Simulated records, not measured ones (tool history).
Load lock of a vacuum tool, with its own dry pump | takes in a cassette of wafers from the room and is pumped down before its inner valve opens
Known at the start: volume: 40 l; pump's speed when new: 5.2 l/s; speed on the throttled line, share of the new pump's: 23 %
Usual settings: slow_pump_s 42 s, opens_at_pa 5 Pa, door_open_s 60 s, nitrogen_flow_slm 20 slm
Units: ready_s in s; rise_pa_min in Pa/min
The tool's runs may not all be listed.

run    hour  slow_pump_s  opens_at_pa  door_open_s  nitrogen_flow_slm  incoming humidity of the room's air, %  ready_s  rise_pa_min
  1       0           42            5           60                 20                                    39.5      111        0.204
  2   148.2           42            5           60                 20                                    47.6    109.9        0.216
  3   293.9           42            5           60                 20                                    44.5    111.4        0.223
  4   383.5           42            5           60                 20                                    42.8      113        0.224
  5   537.4           42            5           60                 20                                    49.3    110.7         0.24
  6   646.7           42            5           60                 20                                    42.8    110.7        0.239
  7   763.4           42            4           60                 20                                    45.4    113.8        0.245
  8   889.7           42            4           60                  8                                    43.2    114.3        0.259
  9  1030.8           42            5           60                 12                                    44.8    111.5        0.267
 10  1133.6           42            5           60                 12                                    48.3      111        0.273
 11  1264.9           42            5           60                 12                                    44.7    112.1        0.273
 12  1334.4           42            5           60                 12                                    46.5    111.9        0.291
 13  1414.3           42            5           40                 12                                    45.2    112.2        0.283
 14  1542.2           35            5           40                 33                                    42.7    106.5        0.272
 15  1691.9           35            5           40                 33                                    46.5    107.2        0.286
 16  1794.8           35            5           40                 33                                    42.4    107.6         0.28
 17  1897.8           25            4           60                 34                                    45.4    101.4        0.292
 18  1978.1           45            5           60                  7                                    45.2    114.6        0.319
 19  2059.6           45            5           60                  7                                      43    114.5         0.33
 20  2140.2           33            8          133                  8                                    47.9    101.5        0.368
 21  2294.1           33            8          133                  8                                    44.6    102.5        0.368

4 ways to go on from here, each from the tool as it stands after run 21. What would each give?
  A  2448.6           77            8           51                 23                                    43.2        ?            ?
  B  2448.6           33            8           55                  8                                    43.9        ?            ?
  C  2448.6           60            5          145                 27                                    43.6        ?            ?
  D  2448.6           42            5           65                  5                                    41.7        ?            ?

run  ready_s  rise_pa_min
  A    134.9        0.337
  B    102.6        0.346
  C    126.7        0.361
  D    113.1        0.356
Without the tool's hidden state the same runs would have given:
run  ready_s  rise_pa_min
  A    132.9         0.03
  B    100.1        0.038
  C    124.4        0.056
  D    110.6        0.047
